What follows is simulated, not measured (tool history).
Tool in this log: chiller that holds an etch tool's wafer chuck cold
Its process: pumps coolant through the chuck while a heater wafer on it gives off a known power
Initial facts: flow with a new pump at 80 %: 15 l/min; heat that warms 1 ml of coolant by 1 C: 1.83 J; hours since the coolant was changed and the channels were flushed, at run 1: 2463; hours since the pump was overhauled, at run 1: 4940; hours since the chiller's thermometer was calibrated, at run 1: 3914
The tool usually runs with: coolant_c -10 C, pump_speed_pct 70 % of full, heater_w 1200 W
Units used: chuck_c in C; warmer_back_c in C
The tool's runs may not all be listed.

run	hour	coolant_c	pump_speed_pct	heater_w	hours since the coolant was changed and the channels were flushed	hours since the pump was overhauled	hours since the chiller's thermometer was calibrated	chuck_c	warmer_back_c
1	0	-10	70	1200	2463	4940	3914	-1.66	3.11
2	153.5	-10	70	1200	2616	5093	4068	-1.82	3.03
3	268.8	-10	70	1200	2732	5209	4183	-1.66	3.07
4	430	-10	70	1570	2893	5370	4344	1.07	4
5	568.7	-10	92	1570	3032	5509	4483	-1.49	2.98
6	653.8	-10	92	1570	3117	5594	4568	-1.37	3.03
7	754.5	-10	96	1200	3217	5694	4669	-3.68	2.25
# hour 776.9: chiller's thermometer calibrated
8	884	-10	78	1200	3346	5823	107	-2.36	2.83
9	963.4	-10	78	1200	3425	5902	187	-2.24	2.76
10	1083.6	-10	78	1200	3546	6023	307	-2.38	2.75
11	1193.5	-10	78	1200	3655	6133	417	-2.36	2.75
12	1363.9	-10	78	1200	3826	6303	587	-2.27	2.8
13	1455.6	-10	78	1200	3918	6395	679	-2.41	2.72
14	1537.9	-10	78	1200	4000	6477	761	-2.32	2.76
15	1705.2	-10	78	1200	4167	6644	928	-2.4	2.79
16	1843.5	-15	85	714	4305	6782	1067	-10.83	1.55
17	2002.2	-15	85	714	4464	6941	1225	-10.85	1.59
18	2148.2	-11	99	1166	4610	7087	1371	-4.98	2.17
19	2314.2	-11	81	1205	4776	7253	1537	-3.62	2.74
20	2451.2	-11	81	1205	4913	7390	1674	-3.58	2.81
21	2538.9	-11	81	1205	5001	7478	1762	-3.55	2.79
22	2618.7	-11	76	1205	5081	7558	1842	-3.04	2.97
23	2765.5	-11	76	1205	5227	7705	1989	-3.22	2.95
# hour 2864.7: coolant changed, channels flushed
24	2944.2	-11	76	1205	79	7877	2161	-3.1	2.99
25	3021.8	0	90	651	157	7955	2239	3.64	1.45
# hour 3072.7: gauge calibrated
26	3186.7	0	90	651	322	8120	2404	3.62	1.28
27	3338.5	-14	81	1200	474	8272	2556	-6.73	2.63
28	3425.1	-1	69	745	560	8358	2642	4.4	1.93
# hour 3494.7: coolant pump overhauled
29	3521.3	-1	69	745	652	27	2733	4.35	1.94
30	3673.7	-14	96	849	804	179	2886	-9.43	1.6

What if the next run were any one of these 4? Each begins from the tool's condition after run 30:
A	3787.7	-16	92	1200	918	293	3000	?	?
B	3787.7	-2	88	1577	918	293	3000	?	?
C	3787.7	-11	96	809	918	293	3000	?	?
D	3787.7	-14	96	907	918	293	3000	?	?

run	chuck_c	warmer_back_c
A	-9.57	2.36
B	7.12	3.15
C	-6.79	1.47
D	-9.28	1.69
Without the tool's hidden state the same runs would have given:
run	chuck_c	warmer_back_c
A	-9.56	2.32
B	7.13	3.1
C	-6.78	1.43
D	-9.28	1.64

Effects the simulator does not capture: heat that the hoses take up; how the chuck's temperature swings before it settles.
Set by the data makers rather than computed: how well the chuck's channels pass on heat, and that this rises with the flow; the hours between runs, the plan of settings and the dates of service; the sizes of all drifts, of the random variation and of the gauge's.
